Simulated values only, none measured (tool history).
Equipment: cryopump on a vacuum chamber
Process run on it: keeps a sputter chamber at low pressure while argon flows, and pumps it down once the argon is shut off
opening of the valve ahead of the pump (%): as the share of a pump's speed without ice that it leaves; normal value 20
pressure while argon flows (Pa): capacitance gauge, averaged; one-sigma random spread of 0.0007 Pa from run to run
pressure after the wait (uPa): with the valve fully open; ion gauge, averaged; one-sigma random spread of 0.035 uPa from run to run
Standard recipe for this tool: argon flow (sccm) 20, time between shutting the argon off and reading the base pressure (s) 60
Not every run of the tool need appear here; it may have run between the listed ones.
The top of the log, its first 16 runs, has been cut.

run   hour  argon flow (sccm)  time between shutting the argon off and reading the base pressure (s)  opening of the valve ahead of the pump (%)  hours of work since the pump was warmed up and emptied  hours of work since the cold head was overhauled  hours of work since the chamber's fittings were tightened  pressure while argon flows (Pa)  pressure after the wait (uPa)
 17    518                 13                                                                     60                                          20                                                     490                                               490                                                        216                           0.1227                           2.75
 18    541                 13                                                                    149                                          35                                                     500                                               500                                                        227                           0.0716                            1.9
 19  565.2                 20                                                                     32                                          20                                                     511                                               511                                                        237                           0.1887                           4.04
 20    585                 20                                                                     60                                          55                                                     520                                               520                                                        246                           0.0715                           2.81
 21  627.1                 33                                                                     69                                          20                                                     539                                               539                                                        265                           0.3127                           2.75
 22  654.7                 28                                                                     60                                          20                                                     552                                               552                                                        278                           0.2655                           2.95
 23  692.5                  8                                                                     46                                          17                                                     569                                               569                                                        295                           0.0892                           3.59
 24  718.9                 15                                                                     27                                          17                                                     581                                               581                                                        307                           0.1659                           4.91
 25  750.1                 12                                                                     27                                          19                                                     595                                               595                                                        321                           0.1189                              5
 26  787.5                 12                                                                     27                                          19                                                     611                                               611                                                        338                           0.1195                           5.02
 27  833.3                 23                                                                     60                                          20                                                     632                                               632                                                        358                           0.2183                           3.28
 28  873.8                 11                                                                     60                                          20                                                     650                                               650                                                        376                           0.1047                            3.4
 29  894.2                 20                                                                     34                                          59                                                     659                                               659                                                        386                           0.0686                           4.55
 30  939.6                 21                                                                     81                                          59                                                     680                                               680                                                        406                           0.0724                           3.06
 31  972.4                 12                                                                    113                                          15                                                     695                                               695                                                        421                           0.1521                           2.87

Run 32 is up next; what results do you expect?
 32  1007.9                 12                                                                    113                                          15                                                     711                                               711                                                        437                                ?                              ?

Run 32 yielded pressure while argon flows (Pa) 0.1517, pressure after the wait (uPa) 2.92.
Without the tool's hidden state the same run would have given pressure while argon flows (Pa) 0.1478, pressure after the wait (uPa) 1.2.
